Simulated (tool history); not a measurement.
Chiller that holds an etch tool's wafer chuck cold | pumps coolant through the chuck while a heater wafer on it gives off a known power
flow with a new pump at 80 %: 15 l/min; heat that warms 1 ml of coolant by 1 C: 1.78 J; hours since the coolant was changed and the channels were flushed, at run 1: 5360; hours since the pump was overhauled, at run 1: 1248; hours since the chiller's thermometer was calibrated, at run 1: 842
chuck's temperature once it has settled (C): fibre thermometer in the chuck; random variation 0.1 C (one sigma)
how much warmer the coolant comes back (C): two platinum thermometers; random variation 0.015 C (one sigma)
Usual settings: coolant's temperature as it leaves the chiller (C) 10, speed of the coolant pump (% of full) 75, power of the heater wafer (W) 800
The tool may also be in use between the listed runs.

run    hour  coolant's temperature as it leaves the chiller (C)  speed of the coolant pump (% of full)  power of the heater wafer (W)  hours since the coolant was changed and the channels were flushed  hours since the pump was overhauled  hours since the chiller's thermometer was calibrated  chuck's temperature once it has settled (C)  how much warmer the coolant comes back (C)
  1       0                                                  10                                     75                            800                                                               5360                                 1248                                                   842                                         17.1                                        1.95
  2    22.4                                                  10                                     75                            732                                                               5382                                 1271                                                   864                                         16.5                                        1.74
  3    57.8                                                  10                                     75                            800                                                               5418                                 1306                                                   899                                         17.2                                        1.93
  4    91.8                                                  10                                     67                            800                                                               5452                                 1340                                                   933                                         17.8                                        2.17
  5   117.7                                                  10                                     67                            800                                                               5478                                 1366                                                   959                                         17.8                                        2.18
  6   152.3                                                   6                                     75                            800                                                               5512                                 1401                                                   994                                         13.1                                        1.95
  7   203.9                                                   6                                     75                            752                                                               5564                                 1452                                                  1046                                         12.6                                        1.85
  8   257.9                                                   6                                     75                            752                                                               5618                                 1506                                                  1100                                         12.6                                         1.9
  9   309.5                                                   6                                     75                            752                                                               5669                                 1558                                                  1151                                         12.7                                        1.88
 10   333.9                                                   6                                     75                            752                                                               5694                                 1582                                                  1176                                         12.7                                        1.89
 11   385.5                                                   6                                     75                            752                                                               5745                                 1634                                                  1227                                         12.6                                        1.93
 12   432.4                                                   6                                     75                            752                                                               5792                                 1681                                                  1274                                         12.6                                        1.97
 13     463                                                   6                                     75                            752                                                               5823                                 1712                                                  1305                                         12.6                                        1.95
 14   503.7                                                   6                                     75                            752                                                               5863                                 1752                                                  1345                                         12.8                                        1.99
 15   541.3                                                  11                                     75                            800                                                               5901                                 1790                                                  1383                                           18                                         2.1
 16   591.4                                                  10                                     86                            800                                                               5951                                 1840                                                  1433                                         16.4                                        1.86
 17   637.5                                                  10                                     75                            800                                                               5997                                 1886                                                  1479                                         17.2                                        2.08
 18   664.9                                                   5                                     98                            444                                                               6025                                 1913                                                  1507                                          8.3                                        0.99
 19   715.9                                                   5                                     98                            444                                                               6076                                 1964                                                  1558                                          8.1                                        1.02
 20   738.5                                                  10                                     83                            559                                                               6098                                 1987                                                  1580                                         14.6                                        1.45
 21   768.1                                                   1                                     68                            559                                                               6128                                 2017                                                  1610                                          6.4                                        1.74
 22   818.5                                                  16                                     72                            448                                                               6178                                 2067                                                  1660                                           20                                        1.38
 23   860.5                                                   5                                     75                            596                                                               6220                                 2109                                                  1702                                         10.4                                         1.7
 24   909.4                                                   3                                     78                            446                                                               6269                                 2158                                                  1751                                          6.6                                        1.32
 25   952.2                                                   3                                     78                            446                                                               6312                                 2201                                                  1794                                          6.9                                        1.34
 26   995.1                                                  13                                     97                            800                                                               6355                                 2244                                                  1837                                         18.7                                        1.79
 27  1027.4                                                   9                                     63                            576                                                               6387                                 2276                                                  1869                                         15.1                                        1.98
 28  1051.2                                                  17                                     65                            584                                                               6411                                 2300                                                  1893                                         22.8                                        1.94
 29  1098.2                                                   9                                     73                            753                                                               6458                                 2347                                                  1940                                         15.8                                         2.2
 30  1139.9                                                   4                                     89                            800                                                               6500                                 2388                                                  1982                                         10.1                                        1.94
 31  1165.9                                                   4                                     89                            642                                                               6526                                 2414                                                  2008                                            9                                        1.65
 32    1220                                                   4                                     89                            642                                                               6580                                 2469                                                  2062                                            9                                        1.64
 33  1270.2                                                   5                                     89                            473                                                               6630                                 2519                                                  2112                                          8.7                                        1.35

Forecast each of these 3 alternatives for the next run:
  A  1318.7                                                  10                                     82                            800                                                               6679                                 2567                                                  2160                                            ?                                           ?
  B  1318.7                                                   1                                     62                            697                                                               6679                                 2567                                                  2160                                            ?                                           ?
  C  1318.7                                                   5                                     89                            981                                                               6679                                 2567                                                  2160                                            ?                                           ?

run  chuck's temperature once it has settled (C)  how much warmer the coolant comes back (C)
  A                                         16.6                                        2.18
  B                                          8.3                                        2.46
  C                                         12.6                                        2.37
Without the tool's hidden state the same runs would have given:
run  chuck's temperature once it has settled (C)  how much warmer the coolant comes back (C)
  A                                         16.6                                        1.78
  B                                          8.2                                        2.06
  C                                         12.5                                        1.97
